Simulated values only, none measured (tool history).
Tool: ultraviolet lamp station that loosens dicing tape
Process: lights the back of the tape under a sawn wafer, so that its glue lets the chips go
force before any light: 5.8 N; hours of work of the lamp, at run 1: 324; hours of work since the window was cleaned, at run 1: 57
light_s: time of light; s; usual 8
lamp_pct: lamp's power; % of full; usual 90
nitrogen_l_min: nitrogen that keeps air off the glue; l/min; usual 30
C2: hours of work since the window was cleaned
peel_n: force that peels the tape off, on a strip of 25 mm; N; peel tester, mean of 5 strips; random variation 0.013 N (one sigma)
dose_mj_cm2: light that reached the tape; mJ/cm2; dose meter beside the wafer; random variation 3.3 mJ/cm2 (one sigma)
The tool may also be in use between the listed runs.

Run 1, hour 0.0: usual settings; hours of work of the lamp 324; C2 57. Result: peel_n 0.583 N, dose_mj_cm2 524 mJ/cm2.
Run 2, hour 15.4: usual settings but nitrogen_l_min 14 l/min; hours of work of the lamp 330; C2 63. Result: peel_n 0.871 N, dose_mj_cm2 530 mJ/cm2.
Run 3, hour 26.2: usual settings but light_s 5 s, nitrogen_l_min 14 l/min; hours of work of the lamp 335; C2 68. Result: peel_n 1.668 N, dose_mj_cm2 329 mJ/cm2.
Run 4, hour 45.6: usual settings but light_s 5 s, nitrogen_l_min 14 l/min; hours of work of the lamp 342; C2 75. Result: peel_n 1.655 N, dose_mj_cm2 328 mJ/cm2.
Run 5, hour 60.4: usual settings but light_s 5 s, nitrogen_l_min 14 l/min; hours of work of the lamp 348; C2 81. Result: peel_n 1.686 N, dose_mj_cm2 336 mJ/cm2.
Run 6, hour 78.3: usual settings; hours of work of the lamp 356; C2 89. Result: peel_n 0.587 N, dose_mj_cm2 533 mJ/cm2.
Run 7, hour 88.6: usual settings; hours of work of the lamp 360; C2 93. Result: peel_n 0.603 N, dose_mj_cm2 535 mJ/cm2.
Run 8, hour 100.0: usual settings; hours of work of the lamp 364; C2 97. Result: peel_n 0.599 N, dose_mj_cm2 534 mJ/cm2.
Run 9, hour 114.9: usual settings but nitrogen_l_min 24 l/min; hours of work of the lamp 370; C2 103. Result: peel_n 0.628 N, dose_mj_cm2 525 mJ/cm2.
Run 10, hour 135.3: usual settings; hours of work of the lamp 379; C2 111. Result: peel_n 0.593 N, dose_mj_cm2 533 mJ/cm2.
Run 11, hour 155.6: usual settings but lamp_pct 76 % of full; hours of work of the lamp 387; C2 120. Result: peel_n 0.775 N, dose_mj_cm2 447 mJ/cm2.
Run 12, hour 172.0: usual settings but lamp_pct 76 % of full; hours of work of the lamp 393; C2 126. Result: peel_n 0.773 N, dose_mj_cm2 447 mJ/cm2.
Run 13, hour 182.2: usual settings but lamp_pct 76 % of full; hours of work of the lamp 398; C2 130. Result: peel_n 0.792 N, dose_mj_cm2 443 mJ/cm2.
Run 14, hour 198.7: usual settings but lamp_pct 76 % of full; hours of work of the lamp 404; C2 137. Result: peel_n 0.772 N, dose_mj_cm2 445 mJ/cm2.
Run 15, hour 216.5: usual settings but lamp_pct 76 % of full; hours of work of the lamp 411; C2 144. Result: peel_n 0.789 N, dose_mj_cm2 449 mJ/cm2.
Run 16, hour 227.9: usual settings but light_s 5 s; hours of work of the lamp 416; C2 149. Result: peel_n 1.220 N, dose_mj_cm2 328 mJ/cm2.
Run 17, hour 246.9: usual settings but light_s 5 s, lamp_pct 65 % of full; hours of work of the lamp 424; C2 156. Result: peel_n 1.840 N, dose_mj_cm2 240 mJ/cm2.
Run 18, hour 261.9: usual settings but light_s 5 s, lamp_pct 65 % of full; hours of work of the lamp 430; C2 162. Result: peel_n 1.835 N, dose_mj_cm2 241 mJ/cm2.
Run 19, hour 279.6: usual settings but light_s 6 s, lamp_pct 65 % of full; hours of work of the lamp 437; C2 170. Result: peel_n 1.505 N, dose_mj_cm2 283 mJ/cm2.
Run 20, hour 297.6: usual settings but light_s 6 s, lamp_pct 65 % of full; hours of work of the lamp 444; C2 177. Result: peel_n 1.464 N, dose_mj_cm2 285 mJ/cm2.
Run 21, hour 311.5: usual settings; hours of work of the lamp 450; C2 182. Result: peel_n 0.600 N, dose_mj_cm2 528 mJ/cm2.
Run 22, hour 320.6: usual settings; hours of work of the lamp 453; C2 186. Result: peel_n 0.599 N, dose_mj_cm2 539 mJ/cm2.
Run 23, hour 338.8: usual settings but lamp_pct 85 % of full; hours of work of the lamp 461; C2 193. Result: peel_n 0.645 N, dose_mj_cm2 502 mJ/cm2.
Run 24, hour 355.6: usual settings but lamp_pct 85 % of full; hours of work of the lamp 467; C2 200. Result: peel_n 0.638 N, dose_mj_cm2 492 mJ/cm2.
Run 25, hour 364.6: usual settings but light_s 4 s; hours of work of the lamp 471; C2 204. Result: peel_n 1.642 N, dose_mj_cm2 265 mJ/cm2.
Run 26, hour 376.3: usual settings but light_s 4 s, lamp_pct 74 % of full; hours of work of the lamp 476; C2 209. Result: peel_n 2.011 N, dose_mj_cm2 218 mJ/cm2.
Run 27, hour 398.0: usual settings but light_s 4 s, lamp_pct 74 % of full; hours of work of the lamp 484; C2 217. Result: peel_n 2.014 N, dose_mj_cm2 219 mJ/cm2.
Run 28, hour 418.0: usual settings but light_s 4 s, lamp_pct 74 % of full; hours of work of the lamp 492; C2 225. Result: peel_n 2.035 N, dose_mj_cm2 220 mJ/cm2.
Run 29, hour 439.9: usual settings but light_s 7 s, lamp_pct 69 % of full, nitrogen_l_min 42 l/min; hours of work of the lamp 501; C2 234. Result: peel_n 0.973 N, dose_mj_cm2 358 mJ/cm2.
Run 30, hour 456.4: usual settings but light_s 5 s, lamp_pct 69 % of full, nitrogen_l_min 59 l/min; hours of work of the lamp 508; C2 241. Result: peel_n 1.407 N, dose_mj_cm2 252 mJ/cm2.
Run 31, hour 475.0: usual settings but lamp_pct 71 % of full, nitrogen_l_min 40 l/min; hours of work of the lamp 515; C2 248. Result: peel_n 0.776 N, dose_mj_cm2 421 mJ/cm2.
Run 32, hour 484.0: usual settings but lamp_pct 71 % of full, nitrogen_l_min 40 l/min; hours of work of the lamp 519; C2 252. Result: peel_n 0.787 N, dose_mj_cm2 415 mJ/cm2.
Run 33, hour 500.3: usual settings but lamp_pct 71 % of full, nitrogen_l_min 40 l/min; hours of work of the lamp 526; C2 258. Result: peel_n 0.742 N, dose_mj_cm2 420 mJ/cm2.
Run 34, hour 511.1: usual settings but nitrogen_l_min 14 l/min; hours of work of the lamp 530; C2 263. Result: peel_n 0.874 N, dose_mj_cm2 536 mJ/cm2.
Run 35, hour 523.8: usual settings but lamp_pct 68 % of full, nitrogen_l_min 11 l/min; hours of work of the lamp 535; C2 268. Result: peel_n 1.485 N, dose_mj_cm2 399 mJ/cm2.
Run 36, hour 545.2: usual settings but light_s 6 s, lamp_pct 86 % of full; hours of work of the lamp 544; C2 277. Result: peel_n 1.007 N, dose_mj_cm2 383 mJ/cm2.
Run 37, hour 555.6: usual settings but light_s 10 s, lamp_pct 84 % of full, nitrogen_l_min 17 l/min; hours of work of the lamp 548; C2 281. Result: peel_n 0.588 N, dose_mj_cm2 624 mJ/cm2.
Run 38, hour 571.3: usual settings but light_s 12 s, nitrogen_l_min 41 l/min; hours of work of the lamp 554; C2 287. Result: peel_n 0.294 N, dose_mj_cm2 802 mJ/cm2.
Run 39, hour 588.0: usual settings but light_s 12 s, nitrogen_l_min 41 l/min; hours of work of the lamp 561; C2 294. Result: peel_n 0.286 N, dose_mj_cm2 792 mJ/cm2.
Run 40, hour 601.9: usual settings but light_s 16 s, lamp_pct 71 % of full, nitrogen_l_min 41 l/min; hours of work of the lamp 567; C2 299. Result: peel_n 0.290 N, dose_mj_cm2 840 mJ/cm2.
Run 41, hour 612.9: usual settings but light_s 6 s, lamp_pct 61 % of full, nitrogen_l_min 41 l/min; hours of work of the lamp 571; C2 304. Result: peel_n 1.457 N, dose_mj_cm2 270 mJ/cm2.
Run 42, hour 633.8: usual settings but light_s 6 s, lamp_pct 61 % of full, nitrogen_l_min 41 l/min; hours of work of the lamp 579; C2 312. Result: peel_n 1.443 N, dose_mj_cm2 266 mJ/cm2.
Run 43, hour 655.3: usual settings but light_s 6 s, lamp_pct 61 % of full, nitrogen_l_min 41 l/min; hours of work of the lamp 588; C2 321. Result: peel_n 1.493 N, dose_mj_cm2 271 mJ/cm2.
Run 44, hour 664.9: usual settings but light_s 4 s, lamp_pct 88 % of full, nitrogen_l_min 36 l/min; hours of work of the lamp 592; C2 325. Result: peel_n 1.582 N, dose_mj_cm2 260 mJ/cm2.
Run 45, hour 678.2: usual settings but light_s 5 s, lamp_pct 97 % of full, nitrogen_l_min 32 l/min; hours of work of the lamp 597; C2 330. Result: peel_n 1.063 N, dose_mj_cm2 354 mJ/cm2.

3 ways to go on from here, each from the tool as it stands after run 45. What would each give?
Run A, hour 700.1: usual settings but nitrogen_l_min 21 l/min; hours of work of the lamp 606; C2 339. Result: peel_n ?, dose_mj_cm2 ?.
Run B, hour 700.1: usual settings but light_s 4 s, lamp_pct 89 % of full; hours of work of the lamp 606; C2 339. Result: peel_n ?, dose_mj_cm2 ?.
Run C, hour 700.1: usual settings but light_s 5 s, lamp_pct 97 % of full, nitrogen_l_min 35 l/min; hours of work of the lamp 606; C2 339. Result: peel_n ?, dose_mj_cm2 ?.

run  peel_n  dose_mj_cm2
  A   0.720          537
  B   1.650          262
  C   1.074          361
Without the tool's hidden state the same runs would have given:
run  peel_n  dose_mj_cm2
  A   0.717          538
  B   1.646          263
  C   1.071          362
